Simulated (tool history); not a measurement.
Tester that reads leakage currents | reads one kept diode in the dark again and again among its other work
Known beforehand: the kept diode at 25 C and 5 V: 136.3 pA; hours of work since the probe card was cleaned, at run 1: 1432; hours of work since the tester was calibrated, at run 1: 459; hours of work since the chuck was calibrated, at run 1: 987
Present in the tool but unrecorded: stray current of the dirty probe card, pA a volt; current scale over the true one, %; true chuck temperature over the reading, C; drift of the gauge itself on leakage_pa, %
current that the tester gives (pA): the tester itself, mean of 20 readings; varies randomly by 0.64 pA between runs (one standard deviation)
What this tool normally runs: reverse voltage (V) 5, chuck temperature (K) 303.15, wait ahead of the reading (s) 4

run   hour  reverse voltage (V)  chuck temperature (K)  wait ahead of the reading (s)  hours of work since the probe card was cleaned  hours of work since the tester was calibrated  hours of work since the chuck was calibrated  current that the tester gives (pA)
  1      0                    5                 303.15                              4                                            1432                                            459                                           987                              183.18
  2   49.3                 8.74                 303.15                              4                                            1460                                            487                                          1014                              240.22
  3   74.4                 8.74                 303.15                              4                                            1474                                            501                                          1029                              239.79
  4   98.8                 2.89                 303.15                              4                                            1487                                            515                                          1042                              140.06
     102.8  -- chuck's temperature calibrated
  5  139.1                 4.15                 303.15                              4                                            1509                                            537                                            20                              149.67
  6  174.6                 4.15                 303.15                              4                                            1529                                            557                                            40                                 150
  7  222.4                 2.65                 303.15                           0.31                                            1556                                            584                                            67                              121.37
  8  259.8                 2.65                 303.15                           0.31                                            1577                                            605                                            89                              121.35
  9  292.6                 6.13                 331.15                           1.94                                            1596                                            623                                           107                             1689.48
 10  329.3                 6.13                 331.15                           1.94                                            1616                                            644                                           128                             1687.58

What if the next run were any one of these 5? Each begins from the tool's condition after run 10:
     338.5  -- chuck's temperature calibrated, once more
  A  354.5                 6.13                 331.15                           0.41                                            1629                                            657                                             9                                   ?
     338.5  -- chuck's temperature calibrated, once more
  B  354.5                    5                 298.15                              4                                            1629                                            657                                             9                                   ?
     338.5  -- chuck's temperature calibrated, once more
  C  354.5                    5                 320.15                           4.23                                            1629                                            657                                             9                                   ?
     338.5  -- chuck's temperature calibrated, once more
  D  354.5                17.81                 331.15                           1.94                                            1629                                            657                                             9                                   ?
     338.5  -- chuck's temperature calibrated, once more
  E  354.5                 6.13                 297.15                              1                                            1629                                            657                                             9                                   ?

run  current that the tester gives (pA)
  A                             2135.07
  B                              139.52
  C                               855.4
  D                             3577.01
  E                              142.39
Stripped of hidden state, with their random variation kept, the same runs would have yielded:
run  current that the tester gives (pA)
  A                             2133.31
  B                              136.55
  C                              852.96
  D                              3569.5
  E                              138.75
